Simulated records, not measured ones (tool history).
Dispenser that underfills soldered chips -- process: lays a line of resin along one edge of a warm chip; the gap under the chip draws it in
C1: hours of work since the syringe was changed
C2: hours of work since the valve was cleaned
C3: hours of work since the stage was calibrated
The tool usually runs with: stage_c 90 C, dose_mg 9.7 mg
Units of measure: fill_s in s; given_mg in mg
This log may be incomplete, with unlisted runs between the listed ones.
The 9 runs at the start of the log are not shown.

-- hour=77.1 new syringe of resin
run 10 hour=83.2 | stage_c=90 dose_mg=9.7 | C1=4 C2=48 C3=118 | fill_s=167.2 given_mg=9.59
-- hour=84.7 new syringe of resin
-- hour=92.5 new syringe of resin
run 11 hour=95.8 | stage_c=90 dose_mg=9.7 | C1=2 C2=57 C3=126 | fill_s=152.8 given_mg=9.58
-- hour=100.1 new syringe of resin
run 12 hour=106.2 | stage_c=90 dose_mg=9.7 | C1=4 C2=64 C3=134 | fill_s=171.7 given_mg=9.49
-- hour=107.7 new syringe of resin
-- hour=115.3 new syringe of resin
run 13 hour=115.8 | stage_c=79 dose_mg=9.7 | C1=0 C2=70 C3=140 | fill_s=242.4 given_mg=9.53
-- hour=123 new syringe of resin
-- hour=124 dispensing valve cleaned and set on the balance
run 14 hour=125 | stage_c=90 dose_mg=9.7 | C1=1 C2=1 C3=146 | fill_s=144.3 given_mg=9.7
-- hour=132.1 new syringe of resin
run 15 hour=136.3 | stage_c=95 dose_mg=9.7 | C1=3 C2=9 C3=154 | fill_s=123.7 given_mg=9.65
-- hour=139.9 new syringe of resin
run 16 hour=146 | stage_c=95 dose_mg=9.7 | C1=4 C2=15 C3=161 | fill_s=132.8 given_mg=9.61
-- hour=147.5 new syringe of resin
-- hour=155.6 new syringe of resin
run 17 hour=156 | stage_c=95 dose_mg=9.7 | C1=0 C2=22 C3=167 | fill_s=112.6 given_mg=9.61
-- hour=163.4 new syringe of resin
run 18 hour=165.9 | stage_c=84 dose_mg=10.78 | C1=2 C2=29 C3=174 | fill_s=203.4 given_mg=10.68
-- hour=171.1 new syringe of resin
-- hour=179 new syringe of resin
run 19 hour=179 | stage_c=91 dose_mg=10.32 | C1=0 C2=38 C3=183 | fill_s=133.2 given_mg=10.17
-- hour=186.6 new syringe of resin
run 20 hour=190 | stage_c=91 dose_mg=10.32 | C1=2 C2=46 C3=191 | fill_s=144.4 given_mg=10.18
-- hour=194.2 new syringe of resin
run 21 hour=197.8 | stage_c=91 dose_mg=10.32 | C1=3 C2=51 C3=196 | fill_s=152.8 given_mg=10.16
-- hour=202.1 new syringe of resin
run 22 hour=204.5 | stage_c=91 dose_mg=10.32 | C1=2 C2=56 C3=201 | fill_s=145.7 given_mg=10.15
-- hour=210.1 new syringe of resin
run 23 hour=212.6 | stage_c=100 dose_mg=10.51 | C1=2 C2=61 C3=207 | fill_s=94.4 given_mg=10.29
-- hour=217.5 new syringe of resin
run 24 hour=223.8 | stage_c=101 dose_mg=10.61 | C1=5 C2=69 C3=215 | fill_s=98.5 given_mg=10.34
-- hour=225.4 new syringe of resin
-- hour=233.1 dispensing valve cleaned and set on the balance
-- hour=234 new syringe of resin
run 25 hour=236.9 | stage_c=101 dose_mg=10.61 | C1=2 C2=3 C3=223 | fill_s=87.2 given_mg=10.65
-- hour=242.4 new syringe of resin
run 26 hour=244 | stage_c=101 dose_mg=10.61 | C1=1 C2=7 C3=228 | fill_s=87.4 given_mg=10.57
-- hour=250.5 new syringe of resin
run 27 hour=252.6 | stage_c=83 dose_mg=11.28 | C1=2 C2=13 C3=234 | fill_s=213.7 given_mg=11.18
-- hour=258.3 new syringe of resin
run 28 hour=258.8 | stage_c=83 dose_mg=9.95 | C1=0 C2=18 C3=238 | fill_s=214.5 given_mg=9.87
-- hour=265.9 new syringe of resin
run 29 hour=265.9 | stage_c=83 dose_mg=9.95 | C1=0 C2=23 C3=243 | fill_s=198.1 given_mg=9.8
-- hour=273.6 new syringe of resin
run 30 hour=278.4 | stage_c=90 dose_mg=9.7 | C1=3 C2=31 C3=252 | fill_s=166.8 given_mg=9.59
-- hour=281.7 new syringe of resin
-- hour=289.2 new syringe of resin
run 31 hour=291 | stage_c=98 dose_mg=10.48 | C1=1 C2=40 C3=260 | fill_s=100.9 given_mg=10.32
-- hour=296.8 new syringe of resin
run 32 hour=300.8 | stage_c=95 dose_mg=8.66 | C1=3 C2=47 C3=267 | fill_s=130.6 given_mg=8.54
-- hour=304.8 new syringe of resin
-- hour=313.2 new syringe of resin
run 33 hour=314.1 | stage_c=99 dose_mg=9.1 | C1=1 C2=56 C3=276 | fill_s=97.3 given_mg=8.86

4 options for the next run, each taken on its own from the tool as it stands now. Forecast them:
-- hour=321 new syringe of resin
run A hour=326.7 | stage_c=79 dose_mg=11.38 | C1=4 C2=65 C3=285 | fill_s=? given_mg=?
-- hour=321 new syringe of resin
run B hour=326.7 | stage_c=76 dose_mg=9.91 | C1=4 C2=65 C3=285 | fill_s=? given_mg=?
-- hour=321 new syringe of resin
run C hour=326.7 | stage_c=91 dose_mg=8.28 | C1=4 C2=65 C3=285 | fill_s=? given_mg=?
-- hour=321 new syringe of resin
run D hour=326.7 | stage_c=80 dose_mg=11.74 | C1=4 C2=65 C3=285 | fill_s=? given_mg=?

run=A fill_s=300.3 given_mg=11.11
run=B fill_s=344 given_mg=9.65
run=C fill_s=167.5 given_mg=8.06
run=D fill_s=281.5 given_mg=11.45
Take away the tool's hidden state, keep each run's random variation, and the runs would have read:
run=A fill_s=237.1 given_mg=11.4
run=B fill_s=271.2 given_mg=9.9
run=C fill_s=132.1 given_mg=8.27
run=D fill_s=222.5 given_mg=11.75

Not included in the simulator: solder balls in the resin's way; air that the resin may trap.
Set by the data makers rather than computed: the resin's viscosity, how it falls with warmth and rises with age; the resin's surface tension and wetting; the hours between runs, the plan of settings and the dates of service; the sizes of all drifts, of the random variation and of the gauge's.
